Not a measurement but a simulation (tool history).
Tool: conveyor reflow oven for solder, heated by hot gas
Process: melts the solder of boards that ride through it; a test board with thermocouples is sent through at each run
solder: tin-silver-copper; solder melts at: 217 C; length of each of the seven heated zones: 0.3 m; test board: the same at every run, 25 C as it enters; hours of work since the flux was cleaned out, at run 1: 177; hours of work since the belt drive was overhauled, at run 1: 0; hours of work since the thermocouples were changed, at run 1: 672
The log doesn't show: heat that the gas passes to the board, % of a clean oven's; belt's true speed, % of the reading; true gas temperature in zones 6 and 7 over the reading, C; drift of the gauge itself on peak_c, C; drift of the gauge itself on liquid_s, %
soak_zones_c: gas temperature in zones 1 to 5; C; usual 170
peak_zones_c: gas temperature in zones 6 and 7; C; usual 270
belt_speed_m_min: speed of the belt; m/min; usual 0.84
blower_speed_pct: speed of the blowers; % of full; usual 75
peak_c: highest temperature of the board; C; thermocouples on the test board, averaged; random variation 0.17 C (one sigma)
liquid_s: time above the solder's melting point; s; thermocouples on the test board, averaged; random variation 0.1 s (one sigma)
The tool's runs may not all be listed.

run   hour  soak_zones_c  peak_zones_c  belt_speed_m_min  blower_speed_pct  hours of work since the flux was cleaned out  hours of work since the belt drive was overhauled  hours of work since the thermocouples were changed  peak_c  liquid_s
  1      0           170           270              0.84                75                                           177                                                  0                                                 672     251      30.5
  2   20.2           170           270              0.84                75                                           187                                                 10                                                 682   251.3      30.4
  3   34.9           170           270              0.84                75                                           194                                                 17                                                 689   251.2      30.2
  4   58.4           170           270              0.84                75                                           205                                                 28                                                 700     251      30.3
  5   86.5           170           273              0.84                75                                           219                                                 41                                                 713   253.8      31.4
  6    103           170           273              0.84                75                                           227                                                 49                                                 721   253.3      31.2
  7  133.6           170           270              0.84                75                                           241                                                 64                                                 736   250.8      30.3
     157.7  -- flux residue cleaned out of gas plates and filters
  8  164.2           170           270              0.84                60                                             3                                                 76                                                 748   247.1      27.9
  9  196.2           170           270              0.84                86                                            18                                                 92                                                 764   255.7      32.7
 10  228.1           170           270              0.84                86                                            34                                                107                                                 779   255.5      32.5
 11  252.4           170           277              0.84                86                                            45                                                118                                                 790   261.2      34.5
 12  274.6           170           277              0.84                86                                            56                                                129                                                 801   261.2      34.5
 13    295           181           271             0.684                89                                            66                                                139                                                 811   263.9      46.7
 14  309.5           170           270             1.007                75                                            73                                                146                                                 818   245.1      22.2
 15  338.2           170           270             1.007                75                                            86                                                159                                                 831   244.9      22.3
 16    358           170           270              0.84                85                                            96                                                169                                                 841     255      32.3
 17  380.7           170           270              0.84                85                                           107                                                180                                                 852   254.5      32.5
 18  410.3           170           270              0.84                85                                           121                                                194                                                 866   254.7      32.5
 19  440.4           170           270              0.84                85                                           135                                                208                                                 880   254.6      32.1
 20  467.1           170           270              0.84                85                                           148                                                221                                                 893   254.1      32.2
 21  482.3           185           281             0.713                51                                           155                                                228                                                 900   261.7      44.2
 22  508.3           176           265              0.93                53                                           168                                                241                                                 913   236.6      19.3

Forecast each of these 4 alternatives for the next run:
  A  528.3           170           270              0.84                90                                           177                                                250                                                 922       ?         ?
  B  528.3           170           270             0.855                75                                           177                                                250                                                 922       ?         ?
  C  528.3           164           262              0.93                54                                           177                                                250                                                 922       ?         ?
  D  528.3           170           272              0.84                75                                           177                                                250                                                 922       ?         ?

run  peak_c  liquid_s
  A   255.3      32.8
  B   251.1        30
  C   231.3      13.9
  D   253.4      31.4
Without the tool's hidden state the same runs would have given:
run  peak_c  liquid_s
  A   254.8      32.6
  B   250.6      29.8
  C   230.8      13.6
  D   252.9      31.1
